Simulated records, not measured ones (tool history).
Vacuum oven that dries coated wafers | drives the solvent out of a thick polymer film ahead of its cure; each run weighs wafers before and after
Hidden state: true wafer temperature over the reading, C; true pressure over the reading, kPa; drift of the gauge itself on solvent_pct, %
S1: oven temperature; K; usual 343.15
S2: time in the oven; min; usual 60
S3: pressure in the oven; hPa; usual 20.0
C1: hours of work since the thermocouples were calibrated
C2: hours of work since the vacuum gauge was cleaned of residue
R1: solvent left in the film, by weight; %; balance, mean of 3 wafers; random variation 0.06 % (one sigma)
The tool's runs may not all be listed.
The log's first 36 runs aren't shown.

run    hour      S1   S2    S3    C1    C2     R1
 37  1642.2  353.15   60  20.0  1396   907   1.39
 38  1685.6  353.15   60  20.0  1430   941   1.42
 39  1744.0  353.15   60  20.0  1476   986   1.42
 40  1778.9  343.15   60  32.9  1503  1014   4.57
 41  1817.9  333.15   36  58.0  1534  1044  11.74
     1850.5  -- oven's thermocouples calibrated
 42  1873.4  358.15   60  20.0    18  1086   0.73
 43  1919.9  331.15   80  59.2    54  1123   9.31
 44  1955.0  353.15  101  20.0    82  1150   0.93
 45  1990.2  353.15  101  20.0   109  1178   0.91
     2004.8  -- vacuum gauge cleaned of residue and calibrated
 46  2051.6  353.15  101  20.0   156    37   0.79

Forecast each of these 5 alternatives for the next run:
  A  2093.5  353.15   86  15.4  189  69   ?
  B  2093.5  335.15   43  11.2  189  69   ?
  C  2093.5  354.15  101  74.3  189  69   ?
  D  2093.5  351.15   60  20.0  189  69   ?
  E  2093.5  356.15   97  22.8  189  69   ?

run    R1
  A  0.65
  B  7.47
  C  2.67
  D  1.50
  E  0.80
Without the tool's hidden state the same runs would have given:
run    R1
  A  0.63
  B  7.33
  C  2.63
  D  1.45
  E  0.78
